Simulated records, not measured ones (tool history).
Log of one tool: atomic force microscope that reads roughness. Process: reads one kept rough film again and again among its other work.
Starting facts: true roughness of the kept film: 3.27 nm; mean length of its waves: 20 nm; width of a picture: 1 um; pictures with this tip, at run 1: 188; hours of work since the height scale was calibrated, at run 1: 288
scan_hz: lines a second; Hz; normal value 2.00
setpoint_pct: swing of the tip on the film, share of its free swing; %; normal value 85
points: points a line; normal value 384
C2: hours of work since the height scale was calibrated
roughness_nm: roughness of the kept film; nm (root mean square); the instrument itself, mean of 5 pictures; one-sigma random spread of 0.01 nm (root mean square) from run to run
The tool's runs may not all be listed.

{"run": 1, "hour": 0.0, "scan_hz": 2.0, "setpoint_pct": 85, "points": 384, "pictures with this tip": 188, "C2": 288, "roughness_nm": 1.821}
{"run": 2, "hour": 14.6, "scan_hz": 3.03, "setpoint_pct": 85, "points": 384, "pictures with this tip": 207, "C2": 294, "roughness_nm": 1.662}
{"hour": 29.8, "done": "new tip fitted"}
{"run": 3, "hour": 34.1, "scan_hz": 2.0, "setpoint_pct": 85, "points": 384, "pictures with this tip": 6, "C2": 302, "roughness_nm": 2.26}
{"run": 4, "hour": 51.5, "scan_hz": 2.0, "setpoint_pct": 85, "points": 384, "pictures with this tip": 29, "C2": 309, "roughness_nm": 2.179}
{"run": 5, "hour": 67.4, "scan_hz": 2.0, "setpoint_pct": 85, "points": 384, "pictures with this tip": 51, "C2": 316, "roughness_nm": 2.116}
{"run": 6, "hour": 80.2, "scan_hz": 2.0, "setpoint_pct": 85, "points": 384, "pictures with this tip": 68, "C2": 321, "roughness_nm": 2.076}
{"run": 7, "hour": 91.1, "scan_hz": 2.0, "setpoint_pct": 85, "points": 384, "pictures with this tip": 82, "C2": 326, "roughness_nm": 2.04}
{"run": 8, "hour": 104.8, "scan_hz": 2.0, "setpoint_pct": 85, "points": 384, "pictures with this tip": 101, "C2": 331, "roughness_nm": 2.007}
{"run": 9, "hour": 114.3, "scan_hz": 2.0, "setpoint_pct": 85, "points": 384, "pictures with this tip": 113, "C2": 335, "roughness_nm": 1.969}
{"run": 10, "hour": 124.6, "scan_hz": 2.0, "setpoint_pct": 58, "points": 384, "pictures with this tip": 127, "C2": 340, "roughness_nm": 2.152}
{"run": 11, "hour": 143.8, "scan_hz": 2.0, "setpoint_pct": 58, "points": 384, "pictures with this tip": 153, "C2": 348, "roughness_nm": 2.097}
{"run": 12, "hour": 157.3, "scan_hz": 2.0, "setpoint_pct": 73, "points": 384, "pictures with this tip": 171, "C2": 353, "roughness_nm": 1.962}
{"run": 13, "hour": 169.9, "scan_hz": 2.0, "setpoint_pct": 73, "points": 384, "pictures with this tip": 188, "C2": 359, "roughness_nm": 1.909}
{"run": 14, "hour": 189.3, "scan_hz": 2.0, "setpoint_pct": 73, "points": 384, "pictures with this tip": 214, "C2": 367, "roughness_nm": 1.869}
{"hour": 201.0, "done": "new tip fitted"}
{"run": 15, "hour": 203.8, "scan_hz": 2.0, "setpoint_pct": 73, "points": 384, "pictures with this tip": 4, "C2": 373, "roughness_nm": 2.38}
{"run": 16, "hour": 215.1, "scan_hz": 2.0, "setpoint_pct": 73, "points": 384, "pictures with this tip": 19, "C2": 377, "roughness_nm": 2.357}
{"run": 17, "hour": 230.4, "scan_hz": 2.0, "setpoint_pct": 73, "points": 384, "pictures with this tip": 39, "C2": 384, "roughness_nm": 2.27}
{"run": 18, "hour": 248.9, "scan_hz": 2.0, "setpoint_pct": 73, "points": 384, "pictures with this tip": 64, "C2": 391, "roughness_nm": 2.204}
{"run": 19, "hour": 264.2, "scan_hz": 2.0, "setpoint_pct": 85, "points": 321, "pictures with this tip": 84, "C2": 398, "roughness_nm": 2.008}
{"run": 20, "hour": 276.1, "scan_hz": 2.0, "setpoint_pct": 85, "points": 914, "pictures with this tip": 100, "C2": 403, "roughness_nm": 2.002}
{"run": 21, "hour": 294.5, "scan_hz": 2.0, "setpoint_pct": 85, "points": 914, "pictures with this tip": 125, "C2": 410, "roughness_nm": 1.952}
{"run": 22, "hour": 310.5, "scan_hz": 2.0, "setpoint_pct": 85, "points": 914, "pictures with this tip": 146, "C2": 417, "roughness_nm": 1.909}
{"run": 23, "hour": 329.2, "scan_hz": 2.0, "setpoint_pct": 85, "points": 758, "pictures with this tip": 172, "C2": 425, "roughness_nm": 1.851}
{"run": 24, "hour": 338.9, "scan_hz": 2.0, "setpoint_pct": 85, "points": 632, "pictures with this tip": 185, "C2": 429, "roughness_nm": 1.793}
{"run": 25, "hour": 357.3, "scan_hz": 3.51, "setpoint_pct": 81, "points": 384, "pictures with this tip": 209, "C2": 437, "roughness_nm": 1.668}
{"run": 26, "hour": 368.5, "scan_hz": 3.51, "setpoint_pct": 81, "points": 384, "pictures with this tip": 224, "C2": 441, "roughness_nm": 1.633}
{"hour": 370.8, "done": "new tip fitted"}
{"run": 27, "hour": 379.7, "scan_hz": 3.3, "setpoint_pct": 81, "points": 384, "pictures with this tip": 11, "C2": 446, "roughness_nm": 2.113}
{"run": 28, "hour": 398.8, "scan_hz": 2.53, "setpoint_pct": 56, "points": 606, "pictures with this tip": 37, "C2": 454, "roughness_nm": 2.399}
{"run": 29, "hour": 417.4, "scan_hz": 2.53, "setpoint_pct": 56, "points": 606, "pictures with this tip": 62, "C2": 462, "roughness_nm": 2.33}
{"run": 30, "hour": 435.5, "scan_hz": 1.48, "setpoint_pct": 81, "points": 384, "pictures with this tip": 86, "C2": 469, "roughness_nm": 2.119}
{"run": 31, "hour": 444.4, "scan_hz": 0.54, "setpoint_pct": 65, "points": 384, "pictures with this tip": 98, "C2": 473, "roughness_nm": 2.249}
{"run": 32, "hour": 456.8, "scan_hz": 1.17, "setpoint_pct": 89, "points": 384, "pictures with this tip": 115, "C2": 478, "roughness_nm": 2.018}
{"run": 33, "hour": 472.6, "scan_hz": 1.17, "setpoint_pct": 89, "points": 384, "pictures with this tip": 136, "C2": 485, "roughness_nm": 1.946}
{"run": 34, "hour": 491.8, "scan_hz": 0.66, "setpoint_pct": 60, "points": 282, "pictures with this tip": 162, "C2": 493, "roughness_nm": 2.031}
{"run": 35, "hour": 502.6, "scan_hz": 0.71, "setpoint_pct": 60, "points": 548, "pictures with this tip": 176, "C2": 497, "roughness_nm": 2.067}
{"run": 36, "hour": 518.4, "scan_hz": 1.11, "setpoint_pct": 82, "points": 330, "pictures with this tip": 197, "C2": 504, "roughness_nm": 1.882}
{"run": 37, "hour": 539.0, "scan_hz": 0.67, "setpoint_pct": 70, "points": 298, "pictures with this tip": 225, "C2": 512, "roughness_nm": 1.911}
{"hour": 541.1, "done": "new tip fitted"}
{"run": 38, "hour": 554.8, "scan_hz": 1.78, "setpoint_pct": 85, "points": 338, "pictures with this tip": 18, "C2": 519, "roughness_nm": 2.209}
{"run": 39, "hour": 574.7, "scan_hz": 1.78, "setpoint_pct": 85, "points": 338, "pictures with this tip": 45, "C2": 527, "roughness_nm": 2.108}
{"run": 40, "hour": 593.4, "scan_hz": 1.78, "setpoint_pct": 85, "points": 338, "pictures with this tip": 70, "C2": 535, "roughness_nm": 2.045}
{"run": 41, "hour": 609.6, "scan_hz": 2.0, "setpoint_pct": 58, "points": 513, "pictures with this tip": 92, "C2": 542, "roughness_nm": 2.199}
{"run": 42, "hour": 628.3, "scan_hz": 2.0, "setpoint_pct": 57, "points": 717, "pictures with this tip": 117, "C2": 549, "roughness_nm": 2.156}
{"run": 43, "hour": 645.6, "scan_hz": 2.0, "setpoint_pct": 57, "points": 717, "pictures with this tip": 140, "C2": 557, "roughness_nm": 2.098}
{"run": 44, "hour": 662.7, "scan_hz": 1.09, "setpoint_pct": 66, "points": 384, "pictures with this tip": 163, "C2": 564, "roughness_nm": 2.007}
{"run": 45, "hour": 671.8, "scan_hz": 0.65, "setpoint_pct": 56, "points": 447, "pictures with this tip": 175, "C2": 568, "roughness_nm": 2.046}
{"run": 46, "hour": 680.4, "scan_hz": 0.65, "setpoint_pct": 56, "points": 447, "pictures with this tip": 187, "C2": 571, "roughness_nm": 2.023}

For each entry between runs, how does the tool's hidden state at the last listed run before it compare with that at the first listed run after it?
After run 2, before run 3: new tip fitted (hour 29.8)
  radius of the tip, nm: 17.5 -> 7.5; height scale over the true one, %: -0.52 -> -0.54
  measured minus no-state result, roughness_nm: -0.474 -> -0.041 nm (root mean square)
After run 14, before run 15: new tip fitted (hour 201.0)
  radius of the tip, nm: 18.2 -> 7.3; height scale over the true one, %: -0.69 -> -0.71
  measured minus no-state result, roughness_nm: -0.569 -> -0.033 nm (root mean square)
After run 26, before run 27: new tip fitted (hour 370.8)
  radius of the tip, nm: 19.2 -> 7.7; height scale over the true one, %: -0.87 -> -0.88
  measured minus no-state result, roughness_nm: -0.541 -> -0.061 nm (root mean square)
After run 37, before run 38: new tip fitted (hour 541.1)
  radius of the tip, nm: 19.3 -> 8.5; height scale over the true one, %: -1.04 -> -1.06
  measured minus no-state result, roughness_nm: -0.642 -> -0.111 nm (root mean square)
